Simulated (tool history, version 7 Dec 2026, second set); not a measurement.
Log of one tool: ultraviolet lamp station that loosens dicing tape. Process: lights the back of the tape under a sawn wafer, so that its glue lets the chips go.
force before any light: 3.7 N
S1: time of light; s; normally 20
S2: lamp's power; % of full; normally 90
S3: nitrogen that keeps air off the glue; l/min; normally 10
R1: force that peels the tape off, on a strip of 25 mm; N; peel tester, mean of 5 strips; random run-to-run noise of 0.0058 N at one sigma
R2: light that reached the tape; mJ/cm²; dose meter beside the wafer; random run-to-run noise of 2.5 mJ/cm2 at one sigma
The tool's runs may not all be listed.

run 1 hour=0.0 | S1=20 S2=90 S3=10 | R1=0.208 R2=238
run 2 hour=27.4 | S1=20 S2=90 S3=19 | R1=0.152 R2=230
run 3 hour=56.2 | S1=12 S2=90 S3=19 | R1=0.393 R2=140
run 4 hour=73.1 | S1=12 S2=90 S3=19 | R1=0.403 R2=138
run 5 hour=98.7 | S1=12 S2=90 S3=19 | R1=0.406 R2=134
run 6 hour=120.8 | S1=12 S2=90 S3=19 | R1=0.427 R2=135
run 7 hour=143.8 | S1=20 S2=90 S3=10 | R1=0.225 R2=226
run 8 hour=162.5 | S1=20 S2=90 S3=10 | R1=0.227 R2=224
run 9 hour=187.3 | S1=20 S2=90 S3=19 | R1=0.171 R2=217
-- hour=201.3 window cleaned of glue's vapour
run 10 hour=209.9 | S1=20 S2=90 S3=10 | R1=0.250 R2=209
run 11 hour=240.7 | S1=20 S2=90 S3=10 | R1=0.268 R2=206
run 12 hour=257.5 | S1=20 S2=90 S3=10 | R1=0.273 R2=207
run 13 hour=284.6 | S1=35 S2=90 S3=10 | R1=0.122 R2=351
run 14 hour=304.3 | S1=20 S2=90 S3=11 | R1=0.278 R2=200
run 15 hour=320.3 | S1=20 S2=60 S3=11 | R1=0.577 R2=129
run 16 hour=348.5 | S1=20 S2=60 S3=11 | R1=0.585 R2=128
-- hour=363.3 window cleaned of glue's vapour, once more
run 17 hour=363.3 | S1=20 S2=90 S3=10 | R1=0.224 R2=220
run 18 hour=391.0 | S1=20 S2=90 S3=10 | R1=0.237 R2=216
run 19 hour=413.5 | S1=20 S2=75 S3=10 | R1=0.344 R2=178
run 20 hour=433.9 | S1=20 S2=75 S3=10 | R1=0.350 R2=177
run 21 hour=462.5 | S1=20 S2=75 S3=10 | R1=0.346 R2=176
run 22 hour=486.0 | S1=20 S2=90 S3=10 | R1=0.273 R2=205
run 23 hour=513.7 | S1=23 S2=64 S3=7 | R1=0.478 R2=162
run 24 hour=541.1 | S1=23 S2=64 S3=7 | R1=0.495 R2=160
run 25 hour=560.4 | S1=23 S2=64 S3=13 | R1=0.360 R2=161
run 26 hour=584.7 | S1=23 S2=64 S3=13 | R1=0.362 R2=160
run 27 hour=605.8 | S1=10 S2=90 S3=10 | R1=0.938 R2=94
run 28 hour=628.1 | S1=10 S2=90 S3=10 | R1=0.949 R2=90
run 29 hour=644.8 | S1=10 S2=90 S3=6 | R1=1.144 R2=95
run 30 hour=674.0 | S1=20 S2=90 S3=12 | R1=0.279 R2=184
run 31 hour=691.6 | S1=11 S2=61 S3=6 | R1=1.644 R2=69
run 32 hour=722.3 | S1=11 S2=61 S3=6 | R1=1.664 R2=63
run 33 hour=740.2 | S1=11 S2=61 S3=6 | R1=1.652 R2=65
run 34 hour=757.2 | S1=11 S2=61 S3=6 | R1=1.629 R2=62
run 35 hour=781.8 | S1=11 S2=61 S3=6 | R1=1.684 R2=64
run 36 hour=801.2 | S1=11 S2=81 S3=6 | R1=1.325 R2=84
-- hour=804.2 window cleaned of glue's vapour
run 37 hour=826.0 | S1=35 S2=90 S3=10 | R1=0.144 R2=309
run 38 hour=848.9 | S1=35 S2=65 S3=8 | R1=0.257 R2=222
run 39 hour=863.6 | S1=39 S2=68 S3=6 | R1=0.245 R2=258
run 40 hour=892.7 | S1=39 S2=68 S3=6 | R1=0.237 R2=255
run 41 hour=915.7 | S1=15 S2=70 S3=6 | R1=1.122 R2=98
run 42 hour=928.5 | S1=15 S2=70 S3=6 | R1=1.091 R2=100
run 43 hour=944.6 | S1=17 S2=74 S3=6 | R1=0.917 R2=119

3 options for the next run, each taken on its own from the tool as it stands now. Forecast them:
run A hour=969.9 | S1=17 S2=93 S3=5 | R1=? R2=?
run B hour=969.9 | S1=34 S2=90 S3=16 | R1=? R2=?
run C hour=969.9 | S1=17 S2=68 S3=6 | R1=? R2=?

run=A R1=0.711 R2=140
run=B R1=0.143 R2=276
run=C R1=1.056 R2=107
Take away the tool's hidden state, keep each run's random variation, and the runs would have read:
run=A R1=0.254 R2=252
run=B R1=0.115 R2=494
run=C R1=0.435 R2=190
